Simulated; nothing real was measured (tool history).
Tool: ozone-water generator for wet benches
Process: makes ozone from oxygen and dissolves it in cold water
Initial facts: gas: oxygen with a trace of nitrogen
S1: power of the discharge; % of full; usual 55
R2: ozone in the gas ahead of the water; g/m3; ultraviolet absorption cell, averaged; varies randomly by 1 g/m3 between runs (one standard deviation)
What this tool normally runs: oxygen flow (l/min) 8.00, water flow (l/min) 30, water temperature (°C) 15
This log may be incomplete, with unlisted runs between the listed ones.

{"run": 1, "hour": 0.0, "S1": 55, "oxygen flow (l/min)": 8.0, "water flow (l/min)": 30, "water temperature (°C)": 15, "dissolved ozone (ppm)": 22.0, "R2": 173.0}
{"run": 2, "hour": 99.8, "S1": 55, "oxygen flow (l/min)": 8.0, "water flow (l/min)": 30, "water temperature (°C)": 15, "dissolved ozone (ppm)": 22.1, "R2": 174.0}
{"run": 3, "hour": 172.8, "S1": 55, "oxygen flow (l/min)": 8.0, "water flow (l/min)": 30, "water temperature (°C)": 14, "dissolved ozone (ppm)": 22.1, "R2": 173.4}
{"run": 4, "hour": 307.2, "S1": 55, "oxygen flow (l/min)": 8.0, "water flow (l/min)": 30, "water temperature (°C)": 15, "dissolved ozone (ppm)": 22.0, "R2": 174.7}
{"run": 5, "hour": 417.9, "S1": 55, "oxygen flow (l/min)": 8.0, "water flow (l/min)": 30, "water temperature (°C)": 15, "dissolved ozone (ppm)": 21.9, "R2": 174.6}
{"run": 6, "hour": 556.4, "S1": 55, "oxygen flow (l/min)": 8.0, "water flow (l/min)": 30, "water temperature (°C)": 19, "dissolved ozone (ppm)": 20.7, "R2": 176.2}
{"hour": 635.9, "done": "contactor cleaned"}
{"run": 7, "hour": 642.3, "S1": 55, "oxygen flow (l/min)": 8.0, "water flow (l/min)": 30, "water temperature (°C)": 15, "dissolved ozone (ppm)": 22.1, "R2": 174.9}
{"run": 8, "hour": 716.5, "S1": 55, "oxygen flow (l/min)": 8.0, "water flow (l/min)": 30, "water temperature (°C)": 15, "dissolved ozone (ppm)": 22.0, "R2": 173.7}
{"run": 9, "hour": 793.8, "S1": 55, "oxygen flow (l/min)": 8.0, "water flow (l/min)": 30, "water temperature (°C)": 15, "dissolved ozone (ppm)": 22.2, "R2": 176.6}
{"run": 10, "hour": 918.3, "S1": 55, "oxygen flow (l/min)": 8.0, "water flow (l/min)": 30, "water temperature (°C)": 12, "dissolved ozone (ppm)": 22.7, "R2": 176.6}
{"run": 11, "hour": 976.7, "S1": 55, "oxygen flow (l/min)": 8.0, "water flow (l/min)": 30, "water temperature (°C)": 15, "dissolved ozone (ppm)": 22.2, "R2": 176.4}
{"run": 12, "hour": 1048.0, "S1": 55, "oxygen flow (l/min)": 8.0, "water flow (l/min)": 30, "water temperature (°C)": 15, "dissolved ozone (ppm)": 21.9, "R2": 176.7}
{"run": 13, "hour": 1116.9, "S1": 55, "oxygen flow (l/min)": 8.0, "water flow (l/min)": 30, "water temperature (°C)": 15, "dissolved ozone (ppm)": 21.8, "R2": 176.6}
{"run": 14, "hour": 1220.0, "S1": 45, "oxygen flow (l/min)": 7.75, "water flow (l/min)": 32, "water temperature (°C)": 7, "dissolved ozone (ppm)": 19.5, "R2": 152.5}

Estimate the outcome of run 15 from the log above:
{"run": 15, "hour": 1292.9, "S1": 43, "oxygen flow (l/min)": 4.76, "water flow (l/min)": 18, "water temperature (°C)": 12, "dissolved ozone (ppm)": "?", "R2": "?"}

Run 15 came out at dissolved ozone (ppm) 26.8, R2 190.8 g/m3.
Minus the tool's unlogged condition, the same run would have read dissolved ozone (ppm) 26.8, R2 188.3 g/m3.
